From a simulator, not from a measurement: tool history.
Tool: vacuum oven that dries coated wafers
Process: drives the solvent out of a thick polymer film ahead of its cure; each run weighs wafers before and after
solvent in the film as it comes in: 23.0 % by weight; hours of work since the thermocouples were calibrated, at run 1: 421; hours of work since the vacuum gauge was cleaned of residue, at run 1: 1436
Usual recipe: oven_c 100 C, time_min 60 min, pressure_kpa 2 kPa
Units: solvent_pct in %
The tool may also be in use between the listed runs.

| run | day | oven_c | time_min | pressure_kpa | hours of work since the thermocouples were calibrated | hours of work since the vacuum gauge was cleaned of residue | solvent_pct |
|---|---|---|---|---|---|---|---|
| 1 | 0 | 100 | 60 | 2 | 421 | 1436 | 2.38 |
| 2 | 1.55 | 90 | 60 | 2 | 443 | 1458 | 5.58 |
| 3 | 3.517 | 90 | 60 | 2 | 472 | 1487 | 5.82 |
| 4 | 5.708 | 100 | 60 | 2 | 504 | 1519 | 2.39 |
| 5 | 7.929 | 100 | 60 | 2 | 537 | 1552 | 2.3 |
| 6 | 9.342 | 100 | 60 | 2 | 557 | 1572 | 2.46 |
| 7 | 11.538 | 100 | 60 | 2 | 590 | 1605 | 2.48 |
| 8 | 13.321 | 86 | 83 | 1.01 | 616 | 1631 | 4.72 |
| 9 | 15.954 | 100 | 47 | 2 | 654 | 1669 | 3.44 |
| 10 | 17.938 | 95 | 95 | 4.18 | 683 | 1698 | 3.19 |
| 11 | 20 | 100 | 70 | 3.24 | 713 | 1728 | 2.42 |
| 12 | 22.65 | 100 | 70 | 2 | 752 | 1767 | 1.95 |
| 13 | 24.171 | 102 | 60 | 2 | 774 | 1789 | 2.05 |
| 14 | 26.671 | 109 | 33 | 2 | 811 | 1826 | 2.58 |

Here are 5 independent what-if runs from the current tool condition. What would each one return?
| A | 27.996 | 112 | 60 | 5.13 | 830 | 1845 | ? |
| B | 27.996 | 109 | 72 | 5.98 | 830 | 1845 | ? |
| C | 27.996 | 97 | 60 | 2 | 830 | 1845 | ? |
| D | 27.996 | 100 | 44 | 4.53 | 830 | 1845 | ? |
| E | 27.996 | 109 | 60 | 2 | 830 | 1845 | ? |

| run | solvent_pct |
|---|---|
| A | 1.66 |
| B | 2.23 |
| C | 3.21 |
| D | 4.93 |
| E | 1.05 |
Take away the tool's hidden state, keep each run's random variation, and the runs would have read:
| run | solvent_pct |
|---|---|
| A | 1.64 |
| B | 2.22 |
| C | 3.18 |
| D | 4.9 |
| E | 1.04 |
